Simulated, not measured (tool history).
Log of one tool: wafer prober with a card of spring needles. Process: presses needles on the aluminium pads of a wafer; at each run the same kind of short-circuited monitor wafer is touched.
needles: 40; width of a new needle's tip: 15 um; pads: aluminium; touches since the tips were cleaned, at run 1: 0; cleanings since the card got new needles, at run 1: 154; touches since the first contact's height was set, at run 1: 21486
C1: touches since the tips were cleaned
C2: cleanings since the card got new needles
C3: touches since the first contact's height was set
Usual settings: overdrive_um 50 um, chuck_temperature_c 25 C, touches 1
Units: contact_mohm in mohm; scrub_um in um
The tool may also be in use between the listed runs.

Run 1, hour 0: usual settings; C1 0; C2 154; C3 21486. Result: contact_mohm 154 mohm, scrub_um 13.82 um.
At hour 15.6: tips cleaned on abrasive film.
At hour 31.2: tips cleaned on abrasive film.
At hour 46.8: tips cleaned on abrasive film.
At hour 62.3: tips cleaned on abrasive film.
Run 2, hour 68.2: usual settings; C1 3131; C2 158; C3 57575. Result: contact_mohm 324 mohm, scrub_um 13.74 um.
At hour 77.6: tips cleaned on abrasive film.
At hour 93.2: tips cleaned on abrasive film.
At hour 108.8: tips cleaned on abrasive film.
At hour 121.3: tips cleaned on abrasive film.
Run 3, hour 129.5: usual settings but chuck_temperature_c 98 C; C1 4353; C2 162; C3 89945. Result: contact_mohm 345 mohm, scrub_um 13.67 um.
At hour 135.8: tips cleaned on abrasive film.
At hour 151.3: tips cleaned on abrasive film.
At hour 166.9: tips cleaned on abrasive film.
At hour 182.5: tips cleaned on abrasive film.
Run 4, hour 193.7: usual settings but chuck_temperature_c 98 C; C1 5933; C2 166; C3 123895. Result: contact_mohm 403 mohm, scrub_um 13.63 um.
At hour 196.9: tips cleaned on abrasive film.
At hour 212.4: tips cleaned on abrasive film.
At hour 228: tips cleaned on abrasive film.
At hour 240.5: tips cleaned on abrasive film.
Run 5, hour 245: usual settings but chuck_temperature_c 98 C; C1 2381; C2 170; C3 150997. Result: contact_mohm 306 mohm, scrub_um 13.57 um.
At hour 254.4: tips cleaned on abrasive film.
At hour 270: tips cleaned on abrasive film.
At hour 285.6: tips cleaned on abrasive film.
At hour 301.1: tips cleaned on abrasive film.
Run 6, hour 312.5: usual settings but overdrive_um 30 um, chuck_temperature_c 77 C, touches 2; C1 6030; C2 174; C3 186690. Result: contact_mohm 624 mohm, scrub_um 7.93 um.
At hour 315.7: tips cleaned on abrasive film.
At hour 331.3: tips cleaned on abrasive film.
At hour 340.9: height of the first contact set anew.
At hour 347.1: tips cleaned on abrasive film.
At hour 362.7: tips cleaned on abrasive film.
At hour 378.3: tips cleaned on abrasive film.
At hour 393.9: tips cleaned on abrasive film.
At hour 406.4: tips cleaned on abrasive film.
Run 7, hour 409.9: usual settings but overdrive_um 66 um, chuck_temperature_c 110 C, touches 2; C1 1853; C2 181; C3 36462. Result: contact_mohm 185 mohm, scrub_um 18.22 um.
At hour 419.3: tips cleaned on abrasive film.
At hour 434.9: tips cleaned on abrasive film.
At hour 450.4: tips cleaned on abrasive film.
At hour 466: tips cleaned on abrasive film.
Run 8, hour 472.9: usual settings but overdrive_um 66 um, chuck_temperature_c 56 C, touches 3; C1 3653; C2 185; C3 69777. Result: contact_mohm 182 mohm, scrub_um 18.19 um.
At hour 479.2: tips cleaned on abrasive film.
At hour 494.8: tips cleaned on abrasive film.
At hour 510.4: tips cleaned on abrasive film.
At hour 523.2: tips cleaned on abrasive film.
Run 9, hour 523.2: usual settings but overdrive_um 37 um, chuck_temperature_c 66 C, touches 3; C1 0; C2 189; C3 96344. Result: contact_mohm 171 mohm, scrub_um 10 um.
At hour 538.8: tips cleaned on abrasive film.
At hour 554.4: tips cleaned on abrasive film.
At hour 570: tips cleaned on abrasive film.
At hour 585.6: tips cleaned on abrasive film.
At hour 601.1: tips cleaned on abrasive film.
Run 10, hour 609.5: usual settings but overdrive_um 69 um, chuck_temperature_c 64 C, touches 2; C1 4441; C2 194; C3 141980. Result: contact_mohm 216 mohm, scrub_um 18.86 um.

Forecast each of these 4 alternatives for the next run:
At hour 615.8: tips cleaned on abrasive film.
At hour 631.4: tips cleaned on abrasive film.
At hour 643.9: tips cleaned on abrasive film.
At hour 659.4: tips cleaned on abrasive film.
At hour 671.9: tips cleaned on abrasive film.
At hour 685: tips cleaned on abrasive film.
Run A, hour 685: usual settings but overdrive_um 69 um, chuck_temperature_c 55 C, touches 2; C1 0; C2 200; C3 181820. Result: contact_mohm ?, scrub_um ?.
At hour 615.8: tips cleaned on abrasive film.
At hour 631.4: tips cleaned on abrasive film.
At hour 643.9: tips cleaned on abrasive film.
At hour 659.4: tips cleaned on abrasive film.
At hour 671.9: tips cleaned on abrasive film.
At hour 685: tips cleaned on abrasive film.
Run B, hour 685: usual settings but overdrive_um 33 um, chuck_temperature_c 27 C; C1 0; C2 200; C3 181820. Result: contact_mohm ?, scrub_um ?.
At hour 615.8: tips cleaned on abrasive film.
At hour 631.4: tips cleaned on abrasive film.
At hour 643.9: tips cleaned on abrasive film.
At hour 659.4: tips cleaned on abrasive film.
At hour 671.9: tips cleaned on abrasive film.
At hour 685: tips cleaned on abrasive film.
Run C, hour 685: usual settings but chuck_temperature_c 30 C; C1 0; C2 200; C3 181820. Result: contact_mohm ?, scrub_um ?.
At hour 615.8: tips cleaned on abrasive film.
At hour 631.4: tips cleaned on abrasive film.
At hour 643.9: tips cleaned on abrasive film.
At hour 659.4: tips cleaned on abrasive film.
At hour 671.9: tips cleaned on abrasive film.
At hour 685: tips cleaned on abrasive film.
Run D, hour 685: usual settings but overdrive_um 40 um, chuck_temperature_c 43 C, touches 2; C1 0; C2 200; C3 181820. Result: contact_mohm ?, scrub_um ?.

run  contact_mohm  scrub_um
  A           142     18.71
  B           192      8.81
  C           157     13.57
  D           163     10.77
Without the tool's hidden state the same runs would have given:
run  contact_mohm  scrub_um
  A           133     19.06
  B           143      9.15
  C           135     13.92
  D           140     11.12
